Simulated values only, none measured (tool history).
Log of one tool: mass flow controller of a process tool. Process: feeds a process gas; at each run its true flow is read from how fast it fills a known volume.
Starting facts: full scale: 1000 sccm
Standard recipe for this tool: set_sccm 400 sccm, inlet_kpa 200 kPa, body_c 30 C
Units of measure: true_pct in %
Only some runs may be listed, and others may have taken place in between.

run    hour  set_sccm  inlet_kpa  body_c  true_pct
  1     0.0       400        200      30     99.09
  2    74.7       400        200      30     98.91
  3   133.4       400        200      30     98.99
  4   203.6       747        200      30     99.65
  5   256.2       400        140      30     98.79
  6   352.4       400        187      30     99.06
  7   419.4       400        187      30     98.84
  8   489.9       400        187      30     98.90
  9   561.0       400        187      30     98.95
 10   678.2       400        187      30     99.03
 11   769.4       400        187      30     99.06
 12   864.0       400        187      31     99.05
 13   964.3       208        200      38     97.01
 14  1052.5       208        200      38     97.10
 15  1177.4       945        189      38     98.95
     1184.0  -- controller's zero set anew
 16  1233.4       945        189      38     98.79
 17  1356.7       945        189      38     98.75

For run 18, what comes out?
 18  1469.9       331        278      33         ?

Run 18 produced true_pct 98.31 %.
The same run, on a tool lacking any hidden state, would have yielded true_pct 99.09 %.
